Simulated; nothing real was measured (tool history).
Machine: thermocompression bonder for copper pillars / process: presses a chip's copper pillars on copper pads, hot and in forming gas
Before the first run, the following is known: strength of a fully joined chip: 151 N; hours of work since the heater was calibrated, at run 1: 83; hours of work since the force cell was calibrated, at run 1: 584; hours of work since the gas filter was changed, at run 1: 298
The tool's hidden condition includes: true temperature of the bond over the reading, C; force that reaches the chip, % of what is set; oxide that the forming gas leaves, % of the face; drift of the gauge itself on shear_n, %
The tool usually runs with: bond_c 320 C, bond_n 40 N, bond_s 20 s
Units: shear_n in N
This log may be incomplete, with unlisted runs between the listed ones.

run	hour	bond_c	bond_n	bond_s	hours of work since the heater was calibrated	hours of work since the force cell was calibrated	hours of work since the gas filter was changed	shear_n
1	0	320	40	20	83	584	298	83.1
2	62.5	320	40	20	119	619	333	82.3
3	153.9	320	40	20	171	672	386	81.5
4	204	344	40	20	200	700	414	100.4
# hour 220.5: force cell calibrated
5	281.7	344	40	20	243	35	458	95
6	331.9	344	40	20	272	64	487	92.4
# hour 341.8: heater calibrated with a thermocouple chip
# hour 359.5: forming gas filter changed
7	404.4	320	40	20	36	104	26	82.7
8	458.1	343	40	26	66	134	56	112.2
9	527.7	292	46	45	106	174	96	87.7
# hour 551.4: heater calibrated with a thermocouple chip, once more
10	591.9	292	46	45	23	210	132	83.3
11	666.9	323	40	20	66	253	175	83
12	750.4	323	40	20	114	300	222	82.9
13	818.2	323	38	29	153	339	261	89

Below are 4 alternative next runs, each starting from the tool's condition after run 13. Predict each:
A	889.6	342	40	20	193	380	302	?
B	889.6	323	41	50	193	380	302	?
C	889.6	304	40	20	193	380	302	?
D	889.6	291	47	24	193	380	302	?

run	shear_n
A	98.2
B	108.4
C	65.2
D	67.9
Had the tool no hidden state, the same runs would have come out as:
run	shear_n
A	102
B	113.1
C	67
D	69.7
